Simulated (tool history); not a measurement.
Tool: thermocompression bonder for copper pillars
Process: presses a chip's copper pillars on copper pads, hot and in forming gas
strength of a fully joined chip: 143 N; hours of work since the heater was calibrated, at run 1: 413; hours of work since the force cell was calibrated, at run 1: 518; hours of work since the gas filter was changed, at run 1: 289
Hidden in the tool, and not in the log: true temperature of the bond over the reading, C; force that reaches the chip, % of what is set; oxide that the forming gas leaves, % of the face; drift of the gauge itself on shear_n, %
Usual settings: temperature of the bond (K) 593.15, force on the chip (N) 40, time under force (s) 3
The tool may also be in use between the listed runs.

| run | hour | temperature of the bond (K) | force on the chip (N) | time under force (s) | hours of work since the heater was calibrated | hours of work since the force cell was calibrated | hours of work since the gas filter was changed | force that shears a chip off (N) |
|---|---|---|---|---|---|---|---|---|
| 1 | 0.0 | 593.15 | 40 | 3 | 413 | 518 | 289 | 89.4 |
| 2 | 10.3 | 593.15 | 40 | 3 | 420 | 525 | 296 | 88.5 |
| 3 | 21.3 | 593.15 | 36 | 3 | 427 | 532 | 304 | 82.7 |
| 4 | 44.3 | 593.15 | 36 | 3 | 443 | 548 | 319 | 82.5 |
|  | 61.0 | forming gas filter changed |
| 5 | 61.0 | 593.15 | 36 | 3 | 454 | 559 | 0 | 93.5 |
| 6 | 82.7 | 593.15 | 36 | 3 | 469 | 574 | 15 | 92.8 |
| 7 | 106.5 | 593.15 | 40 | 4 | 485 | 590 | 31 | 106.1 |
| 8 | 129.1 | 616.15 | 40 | 3 | 500 | 605 | 46 | 109.5 |
| 9 | 144.7 | 593.15 | 40 | 3 | 511 | 616 | 57 | 96.7 |
| 10 | 156.6 | 593.15 | 40 | 4 | 519 | 624 | 65 | 104.8 |
| 11 | 174.8 | 593.15 | 40 | 4 | 531 | 637 | 77 | 102.5 |
| 12 | 194.4 | 593.15 | 40 | 5 | 545 | 650 | 91 | 109.1 |
|  | 204.1 | heater calibrated with a thermocouple chip |
| 13 | 220.0 | 593.15 | 40 | 3 | 11 | 666 | 107 | 91.9 |
| 14 | 235.1 | 593.15 | 40 | 3 | 21 | 676 | 117 | 90.2 |
| 15 | 246.6 | 593.15 | 40 | 4 | 29 | 684 | 125 | 98.6 |
| 16 | 261.9 | 608.15 | 40 | 3 | 39 | 694 | 135 | 98.1 |
| 17 | 274.7 | 593.15 | 40 | 2 | 48 | 703 | 144 | 80.1 |
| 18 | 292.8 | 590.15 | 40 | 3 | 60 | 715 | 156 | 88.4 |
| 19 | 313.8 | 593.15 | 40 | 3 | 75 | 730 | 171 | 89.5 |
| 20 | 330.6 | 593.15 | 40 | 3 | 86 | 741 | 182 | 89.0 |
| 21 | 347.8 | 601.15 | 57 | 3 | 98 | 753 | 194 | 111.2 |
| 22 | 366.7 | 593.15 | 34 | 3 | 111 | 766 | 207 | 78.4 |
| 23 | 388.3 | 615.15 | 49 | 4 | 125 | 780 | 221 | 116.0 |
| 24 | 400.5 | 593.15 | 40 | 6 | 134 | 789 | 230 | 101.9 |
| 25 | 422.5 | 567.15 | 39 | 3 | 149 | 804 | 245 | 71.5 |
| 26 | 447.1 | 606.15 | 35 | 3 | 165 | 820 | 261 | 86.0 |
| 27 | 468.3 | 606.15 | 35 | 3 | 180 | 835 | 276 | 85.4 |
| 28 | 484.7 | 593.15 | 36 | 3 | 191 | 846 | 287 | 80.5 |
| 29 | 495.8 | 579.15 | 26 | 6 | 198 | 854 | 295 | 70.7 |
| 30 | 507.5 | 611.15 | 53 | 3 | 206 | 862 | 302 | 108.9 |
| 31 | 518.0 | 593.15 | 33 | 6 | 214 | 869 | 310 | 90.7 |
| 32 | 532.8 | 593.15 | 33 | 6 | 224 | 879 | 320 | 90.4 |
| 33 | 547.6 | 593.15 | 33 | 6 | 234 | 889 | 330 | 90.1 |
|  | 550.1 | forming gas filter changed |
| 34 | 565.5 | 616.15 | 53 | 7 | 246 | 901 | 10 | 135.8 |
| 35 | 578.4 | 590.15 | 40 | 3 | 254 | 909 | 19 | 93.3 |
| 36 | 600.7 | 614.15 | 40 | 2 | 270 | 925 | 34 | 96.6 |
| 37 | 617.2 | 614.15 | 40 | 2 | 281 | 936 | 46 | 96.4 |
| 38 | 627.4 | 614.15 | 40 | 2 | 288 | 943 | 53 | 96.7 |
| 39 | 648.3 | 619.15 | 60 | 2 | 302 | 957 | 67 | 120.4 |

Hidden state at the last listed run before each entry between runs and at the first one after, where it differs:
Between runs 4 and 5: forming gas filter changed (hour 61.0)
  true temperature of the bond over the reading, C: 7.2 -> 7.4; oxide that the forming gas leaves, % of the face: 11.6 -> 0.52
  measured less the result without the state, force that shears a chip off (N): -7.4 -> +3.0
Between runs 12 and 13: heater calibrated with a thermocouple chip (hour 204.1)
  true temperature of the bond over the reading, C: 8.8 -> -0.2; oxide that the forming gas leaves, % of the face: 3.71 -> 4.23
  measured less the result without the state, force that shears a chip off (N): -0.3 -> -5.2
Between runs 33 and 34: forming gas filter changed (hour 550.1)
  true temperature of the bond over the reading, C: 3.4 -> 3.5; oxide that the forming gas leaves, % of the face: 11.81 -> 0.96
  measured less the result without the state, force that shears a chip off (N): -11.5 -> -0.6
